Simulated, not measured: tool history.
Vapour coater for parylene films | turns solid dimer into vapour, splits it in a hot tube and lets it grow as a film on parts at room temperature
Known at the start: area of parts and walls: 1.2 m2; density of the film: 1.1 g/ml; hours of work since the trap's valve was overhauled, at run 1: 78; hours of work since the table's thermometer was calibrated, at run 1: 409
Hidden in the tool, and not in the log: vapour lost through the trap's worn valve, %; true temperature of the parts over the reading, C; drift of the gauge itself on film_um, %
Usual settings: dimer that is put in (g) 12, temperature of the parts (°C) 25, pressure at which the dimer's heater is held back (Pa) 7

run,hour,dimer that is put in (g),temperature of the parts (°C),pressure at which the dimer's heater is held back (Pa),hours of work since the trap's valve was overhauled,hours of work since the table's thermometer was calibrated,thickness of the film (um)
1,0,12,25,7,78,409,5.29
2,28.7,12,25,7,96,428,5.32
3,48.6,6,25,7,109,441,2.7
4,81.6,6,25,7,130,462,2.72
5,112.4,6,25,7,150,481,2.67
6,152.2,12,32,7,175,507,4.46
7,170.3,12,25,7,187,519,5.3
8,201.3,12,25,7,207,538,5.32
9,236.6,12,25,7,229,561,5.35
# hour 253.7: trap's valve overhauled
10,271.3,12,25,7,11,581,5.41
11,299.3,12,25,7,29,599,5.34
12,318.2,11,25,7,41,611,4.89
13,343.4,12,23,7,57,627,5.6
14,371.3,8,25,3.6,75,645,3.88
15,403.3,12,18,7,96,665,6.33
16,425.2,12,18,7,110,679,6.43
17,458.6,16,32,2.73,131,701,6.79
18,482.8,17,20,4.67,147,716,8.95
19,523.8,12,21,4.88,173,742,6.21
20,559.5,6,20,4.92,196,765,3.15
21,581.5,11,21,5.94,210,779,5.53
22,607.9,11,21,5.94,227,796,5.56
# hour 627.9: trap's valve overhauled
23,650,21,36,11.76,14,821,6.45
24,690.5,12,20,7,40,847,6.1
25,709,11,27,6.82,52,858,4.63
26,747.3,15,25,7,76,883,6.6

How the hidden state differs across the entries between the runs, from the last listed run before each to the first after it:
Between runs 9 and 10: trap's valve overhauled (hour 253.7)
  vapour lost through the trap's worn valve, %: 0.2 -> 0
Between runs 22 and 23: trap's valve overhauled (hour 627.9)
  vapour lost through the trap's worn valve, %: 0.3 -> 0
